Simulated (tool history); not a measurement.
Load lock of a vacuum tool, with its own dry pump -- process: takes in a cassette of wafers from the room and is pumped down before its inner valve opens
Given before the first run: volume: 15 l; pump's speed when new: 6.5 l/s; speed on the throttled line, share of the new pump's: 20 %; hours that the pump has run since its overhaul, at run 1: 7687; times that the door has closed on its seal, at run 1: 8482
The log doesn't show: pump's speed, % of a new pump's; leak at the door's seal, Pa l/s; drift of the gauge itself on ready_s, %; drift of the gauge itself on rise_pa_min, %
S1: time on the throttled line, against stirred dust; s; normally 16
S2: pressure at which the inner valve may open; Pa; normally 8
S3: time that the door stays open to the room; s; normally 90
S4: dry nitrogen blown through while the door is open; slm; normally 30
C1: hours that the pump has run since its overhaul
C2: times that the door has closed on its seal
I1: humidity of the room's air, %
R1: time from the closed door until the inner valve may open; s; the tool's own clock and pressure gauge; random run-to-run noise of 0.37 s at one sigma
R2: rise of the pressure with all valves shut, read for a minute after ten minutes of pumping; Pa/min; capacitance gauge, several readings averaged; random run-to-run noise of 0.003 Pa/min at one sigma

run 1 hour=0.0 | S1=16 S2=8 S3=90 S4=30 | C1=7687 C2=8482 | I1=50.0 | R1=36.8 R2=0.101
run 2 hour=121.9 | S1=16 S2=8 S3=90 S4=30 | C1=7809 C2=9073 | I1=44.9 | R1=36.6 R2=0.097
run 3 hour=320.9 | S1=16 S2=8 S3=90 S4=30 | C1=8008 C2=10038 | I1=45.5 | R1=36.6 R2=0.106
run 4 hour=474.5 | S1=16 S2=8 S3=30 S4=30 | C1=8161 C2=10782 | I1=45.0 | R1=36.3 R2=0.089
run 5 hour=693.0 | S1=16 S2=8 S3=30 S4=30 | C1=8380 C2=11841 | I1=46.9 | R1=36.1 R2=0.099
run 6 hour=880.5 | S1=16 S2=8 S3=90 S4=30 | C1=8567 C2=12751 | I1=46.5 | R1=37.3 R2=0.120
run 7 hour=1068.9 | S1=16 S2=8 S3=65 S4=30 | C1=8756 C2=13664 | I1=44.8 | R1=36.1 R2=0.121
run 8 hour=1187.2 | S1=16 S2=8 S3=65 S4=30 | C1=8874 C2=14237 | I1=46.9 | R1=36.6 R2=0.122
run 9 hour=1306.4 | S1=16 S2=8 S3=65 S4=30 | C1=8993 C2=14815 | I1=41.7 | R1=36.6 R2=0.125
run 10 hour=1436.1 | S1=16 S2=8 S3=65 S4=30 | C1=9123 C2=15444 | I1=47.8 | R1=36.9 R2=0.133
run 11 hour=1543.8 | S1=16 S2=8 S3=65 S4=30 | C1=9230 C2=15966 | I1=47.1 | R1=36.8 R2=0.128
run 12 hour=1755.2 | S1=16 S2=8 S3=65 S4=30 | C1=9442 C2=16991 | I1=45.8 | R1=37.2 R2=0.138
run 13 hour=1858.7 | S1=16 S2=8 S3=90 S4=5 | C1=9545 C2=17493 | I1=44.1 | R1=37.0 R2=0.205
run 14 hour=2081.8 | S1=16 S2=8 S3=90 S4=5 | C1=9769 C2=18574 | I1=45.5 | R1=36.8 R2=0.217
run 15 hour=2294.7 | S1=15 S2=8 S3=90 S4=30 | C1=9981 C2=19606 | I1=43.5 | R1=36.4 R2=0.163
run 16 hour=2492.6 | S1=16 S2=15 S3=90 S4=30 | C1=10179 C2=20566 | I1=46.8 | R1=35.6 R2=0.176
run 17 hour=2590.7 | S1=16 S2=8 S3=90 S4=30 | C1=10277 C2=21041 | I1=44.5 | R1=37.0 R2=0.178
run 18 hour=2722.0 | S1=16 S2=8 S3=191 S4=30 | C1=10409 C2=21678 | I1=44.5 | R1=37.1 R2=0.200

For run 19, what comes out?
run 19 hour=2907.7 | S1=16 S2=8 S3=57 S4=31 | C1=10594 C2=22578 | I1=46.1 | R1=? R2=?

R1: 37.4 s
R2: 0.182 Pa/min
On a tool with no hidden condition, and with the same random variation, this run would have come out at R1 35.1 s, R2 0.041 Pa/min.
